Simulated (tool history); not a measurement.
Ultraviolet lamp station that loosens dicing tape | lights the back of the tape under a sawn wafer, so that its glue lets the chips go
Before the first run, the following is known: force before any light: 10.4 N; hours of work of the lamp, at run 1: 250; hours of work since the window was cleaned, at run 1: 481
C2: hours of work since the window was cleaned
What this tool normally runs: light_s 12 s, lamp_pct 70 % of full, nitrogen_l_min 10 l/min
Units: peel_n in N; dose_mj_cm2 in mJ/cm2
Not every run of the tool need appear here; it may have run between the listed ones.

run 1 hour=0.0 | light_s=12 lamp_pct=70 nitrogen_l_min=10 | hours_of_work_of_the_lamp=250 C2=481 | peel_n=0.726 dose_mj_cm2=270
run 2 hour=11.5 | light_s=12 lamp_pct=70 nitrogen_l_min=6 | hours_of_work_of_the_lamp=257 C2=488 | peel_n=1.162 dose_mj_cm2=270
run 3 hour=21.7 | light_s=12 lamp_pct=70 nitrogen_l_min=6 | hours_of_work_of_the_lamp=263 C2=494 | peel_n=1.196 dose_mj_cm2=274
run 4 hour=37.8 | light_s=12 lamp_pct=70 nitrogen_l_min=6 | hours_of_work_of_the_lamp=272 C2=503 | peel_n=1.221 dose_mj_cm2=269
run 5 hour=51.3 | light_s=12 lamp_pct=70 nitrogen_l_min=10 | hours_of_work_of_the_lamp=280 C2=511 | peel_n=0.749 dose_mj_cm2=267
run 6 hour=66.5 | light_s=12 lamp_pct=70 nitrogen_l_min=10 | hours_of_work_of_the_lamp=289 C2=520 | peel_n=0.775 dose_mj_cm2=271
run 7 hour=77.1 | light_s=12 lamp_pct=70 nitrogen_l_min=10 | hours_of_work_of_the_lamp=295 C2=526 | peel_n=0.771 dose_mj_cm2=270
run 8 hour=97.2 | light_s=12 lamp_pct=70 nitrogen_l_min=10 | hours_of_work_of_the_lamp=307 C2=538 | peel_n=0.814 dose_mj_cm2=265
run 9 hour=110.1 | light_s=12 lamp_pct=70 nitrogen_l_min=10 | hours_of_work_of_the_lamp=315 C2=546 | peel_n=0.816 dose_mj_cm2=262
run 10 hour=118.7 | light_s=12 lamp_pct=70 nitrogen_l_min=8 | hours_of_work_of_the_lamp=320 C2=551 | peel_n=1.014 dose_mj_cm2=264
run 11 hour=137.6 | light_s=12 lamp_pct=70 nitrogen_l_min=8 | hours_of_work_of_the_lamp=331 C2=562 | peel_n=1.017 dose_mj_cm2=262
run 12 hour=156.3 | light_s=12 lamp_pct=70 nitrogen_l_min=8 | hours_of_work_of_the_lamp=341 C2=572 | peel_n=1.037 dose_mj_cm2=263
run 13 hour=175.4 | light_s=12 lamp_pct=70 nitrogen_l_min=8 | hours_of_work_of_the_lamp=353 C2=584 | peel_n=1.008 dose_mj_cm2=258
run 14 hour=195.4 | light_s=12 lamp_pct=70 nitrogen_l_min=8 | hours_of_work_of_the_lamp=364 C2=595 | peel_n=1.054 dose_mj_cm2=257
run 15 hour=206.6 | light_s=12 lamp_pct=70 nitrogen_l_min=8 | hours_of_work_of_the_lamp=371 C2=602 | peel_n=1.043 dose_mj_cm2=253
run 16 hour=227.0 | light_s=12 lamp_pct=70 nitrogen_l_min=10 | hours_of_work_of_the_lamp=383 C2=614 | peel_n=0.873 dose_mj_cm2=251
-- hour=238.8 window cleaned of glue's vapour
run 17 hour=247.0 | light_s=12 lamp_pct=91 nitrogen_l_min=10 | hours_of_work_of_the_lamp=394 C2=5 | peel_n=0.343 dose_mj_cm2=376
run 18 hour=256.1 | light_s=12 lamp_pct=91 nitrogen_l_min=10 | hours_of_work_of_the_lamp=399 C2=10 | peel_n=0.360 dose_mj_cm2=377

Run 19, settings as shown, results not yet in. Your forecast:
run 19 hour=274.4 | light_s=12 lamp_pct=91 nitrogen_l_min=10 | hours_of_work_of_the_lamp=410 C2=21 | peel_n=? dose_mj_cm2=?

{"run 19": {"peel_n": 0.335, "dose_mj_cm2": 379}}
With no hidden state in the tool, this same run would have given peel_n 0.242 N, dose_mj_cm2 444 mJ/cm2.
